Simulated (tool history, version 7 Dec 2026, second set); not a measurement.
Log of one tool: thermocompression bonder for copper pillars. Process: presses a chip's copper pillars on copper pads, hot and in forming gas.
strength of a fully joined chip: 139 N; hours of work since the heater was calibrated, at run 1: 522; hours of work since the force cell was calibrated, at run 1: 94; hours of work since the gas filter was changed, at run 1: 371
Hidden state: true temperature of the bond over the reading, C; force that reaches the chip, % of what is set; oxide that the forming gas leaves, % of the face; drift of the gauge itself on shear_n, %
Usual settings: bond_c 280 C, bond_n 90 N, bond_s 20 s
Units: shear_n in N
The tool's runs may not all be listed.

run,hour,bond_c,bond_n,bond_s,hours of work since the heater was calibrated,hours of work since the force cell was calibrated,hours of work since the gas filter was changed,shear_n
1,0,280,90,20,522,94,371,88.7
# hour 2.3: forming gas filter changed
2,8,280,90,20,527,98,3,91.8
3,14.7,262,90,20,531,102,8,76.2
4,23,262,90,20,536,107,13,75.1
5,30.9,290,90,20,541,112,17,101.8
6,37.7,272,90,20,545,116,22,85.6
7,45.9,272,90,20,550,121,26,84.4
8,51.3,280,90,20,553,124,30,92.4
9,58.5,280,90,20,557,129,34,93.4
10,67.2,280,90,20,563,134,39,91.7
11,75.1,280,90,20,567,139,44,92.6
12,80.7,280,90,20,571,142,48,93.9
13,85.2,280,90,20,574,145,50,94.6
14,91.6,280,91,20,577,149,54,94.2
15,98.1,280,91,20,581,153,58,91.5
16,103.4,280,90,20,585,156,61,93.1
17,111.8,280,90,20,590,161,66,94.4
18,119.2,280,90,20,594,166,71,92.1
19,127,280,90,20,599,170,76,91.5
20,133.9,280,90,20,603,175,80,91.5

Forecast run 21:
21,142.3,280,90,20,608,180,85,?

shear_n: 91.8 N
Without the tool's hidden state the same run would have given shear_n 92.1 N.
